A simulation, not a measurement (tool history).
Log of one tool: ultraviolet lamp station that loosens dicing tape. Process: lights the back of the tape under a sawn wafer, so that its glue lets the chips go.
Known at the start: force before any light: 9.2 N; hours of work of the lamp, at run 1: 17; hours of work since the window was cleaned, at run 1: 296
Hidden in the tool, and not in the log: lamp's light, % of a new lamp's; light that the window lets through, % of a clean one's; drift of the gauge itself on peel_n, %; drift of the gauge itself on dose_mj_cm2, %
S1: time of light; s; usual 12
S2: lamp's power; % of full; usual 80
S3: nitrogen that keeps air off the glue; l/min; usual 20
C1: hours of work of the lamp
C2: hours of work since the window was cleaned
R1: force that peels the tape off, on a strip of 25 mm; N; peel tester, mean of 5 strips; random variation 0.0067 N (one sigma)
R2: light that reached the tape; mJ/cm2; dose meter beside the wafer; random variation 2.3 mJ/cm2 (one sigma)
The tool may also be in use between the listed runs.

run	hour	S1	S2	S3	C1	C2	R1	R2
1	0.0	12	80	20	17	296	0.245	207
2	18.0	12	80	20	26	305	0.219	207
3	27.2	12	80	20	30	310	0.238	208
4	42.3	12	80	20	38	317	0.217	204
5	60.6	12	80	20	47	326	0.230	210
6	71.1	12	80	20	52	331	0.215	209
7	78.9	12	80	20	55	335	0.222	209
8	94.9	12	98	20	63	343	0.165	253
9	110.0	11	80	20	71	350	0.280	194
10	128.4	12	66	20	80	359	0.335	177
11	146.3	12	66	20	88	368	0.344	171
12	157.6	12	66	20	94	373	0.337	172
13	171.1	13	60	20	100	380	0.358	168
14	188.8	12	80	19	109	388	0.227	212
15	205.8	6	93	18	117	397	0.829	120
16	219.2	6	93	18	124	403	0.873	118
17	229.4	6	93	18	129	408	0.796	121
18	245.8	6	93	18	137	416	0.836	121
# hour 256.6: window cleaned of glue's vapour
19	258.3	9	73	26	143	1	0.415	145
20	273.8	7	80	20	150	8	0.754	125

Hidden state at the last listed run before each entry between runs and at the first one after, where it differs:
Between runs 18 and 19: window cleaned of glue's vapour (hour 256.6)
  light that the window lets through, % of a clean one's: 99.9 -> 100
